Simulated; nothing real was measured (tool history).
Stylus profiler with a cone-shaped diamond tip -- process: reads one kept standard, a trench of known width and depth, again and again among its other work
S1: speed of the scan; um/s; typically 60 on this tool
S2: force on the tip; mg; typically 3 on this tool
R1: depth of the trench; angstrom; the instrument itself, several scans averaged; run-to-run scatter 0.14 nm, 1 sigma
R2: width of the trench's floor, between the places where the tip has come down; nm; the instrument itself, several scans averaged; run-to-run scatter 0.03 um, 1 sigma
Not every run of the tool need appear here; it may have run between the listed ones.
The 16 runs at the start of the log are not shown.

run,day,S1,S2,R1,R2
17,16.875,60,3,5046.5,15260
18,18.275,60,3,5043.5,15270
19,19.125,60,3,5047.4,15290
20,20.154,60,6.72,5078.6,15400
21,21.242,60,6.72,5078.1,15430
22,22.396,60,3.41,5050.2,15300
23,23.804,60,3.41,5049.1,15280
24,25.225,60,3.41,5051.4,15310
25,26.35,161,1.36,5028.2,14280
26,27.596,62,7.35,5083.1,15430
27,28.508,62,7.35,5083.5,15380
28,29.471,29,5.95,5071.6,15500
29,30.45,24,1.51,5029,15410
30,31.712,27,2.17,5037.6,15500
31,33.104,27,2.17,5034.7,15470
32,33.867,71,1.52,5028.9,15060
33,35.321,75,1.08,5021.1,14950
34,36.829,75,1.08,5022.5,14880
35,37.742,75,1.08,5022.5,14950

What will run 36 give?
36,39.25,79,1.82,?,?

{"run 36": {"R1": 5031, "R2": 15040}}
The same run, on a tool lacking any hidden state, would have yielded R1 5031.2 angstrom, R2 15040 nm.
